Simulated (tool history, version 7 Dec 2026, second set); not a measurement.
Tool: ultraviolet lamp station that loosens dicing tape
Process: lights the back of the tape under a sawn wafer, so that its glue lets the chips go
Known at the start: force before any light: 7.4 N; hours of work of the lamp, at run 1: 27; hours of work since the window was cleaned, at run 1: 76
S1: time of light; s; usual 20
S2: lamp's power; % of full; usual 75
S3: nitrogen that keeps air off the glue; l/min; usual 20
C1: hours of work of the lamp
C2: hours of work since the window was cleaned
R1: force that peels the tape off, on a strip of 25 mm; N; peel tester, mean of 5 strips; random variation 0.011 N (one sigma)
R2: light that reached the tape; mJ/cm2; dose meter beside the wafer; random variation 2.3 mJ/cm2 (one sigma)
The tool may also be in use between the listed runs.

run     day  S1  S2  S3   C1   C2     R1   R2
  1   0.000  20  75  20   27   76  0.508  223
  2   1.458  39  75  20   53  102  0.223  427
  3   2.946  39  75   9   80  129  0.300  429
  4   4.496  39  98   9  108  157  0.237  553
  5   6.421  39  98   9  143  192  0.233  550
  6   8.379  39  98   9  178  228  0.239  561
     10.375  -- window cleaned of glue's vapour
  7  10.375  20  75  20  214    0  0.493  219
  8  11.646  20  75  20  237   23  0.476  220
  9  13.021  20  75  14  262   48  0.642  217
 10  14.288  20  62  20  285   71  0.697  182
 11  15.779  20  75  20  312   98  0.493  219
 12  17.258  20  75  20  338  124  0.508  220
 13  18.975  20  75  20  369  155  0.482  221
 14  19.942  20  75  20  387  173  0.483  220
 15  21.146  17  92  23  409  195  0.414  231
 16  22.362  26  61  23  431  217  0.402  231
 17  23.467  20  61  20  451  237  0.721  180
     24.904  -- window cleaned of glue's vapour
 18  25.075  20  61  20  479    3  0.718  178
 19  26.646  39  75   8  508   31  0.322  429
 20  28.100  39  94   8  534   58  0.255  532
 21  29.383  20  74  16  557   81  0.585  218
 22  31.379  20  94  32  593  117  0.278  277
 23  33.158  33  96  34  625  149  0.218  460
 24  35.267  21  96  34  664  187  0.258  296
 25  36.333  21  65   8  683  207  1.116  199
 26  37.446  21  65   8  703  227  1.206  200
 27  38.729  16  72   8  726  250  1.556  165

Forecast each of these 4 alternatives for the next run:
     39.412  -- window cleaned of glue's vapour
  A  40.833  16  74  28  764  26   ?   ?
     39.412  -- window cleaned of glue's vapour
  B  40.833  14  72  19  764  26   ?   ?
     39.412  -- window cleaned of glue's vapour
  C  40.833  20  81  15  764  26   ?   ?
     39.412  -- window cleaned of glue's vapour
  D  40.833  20  66  20  764  26   ?   ?

run     R1   R2
  A  0.574  174
  B  1.022  148
  C  0.507  234
  D  0.601  190
Without the tool's hidden state the same runs would have given:
run     R1   R2
  A  0.573  175
  B  1.020  148
  C  0.507  234
  D  0.600  190
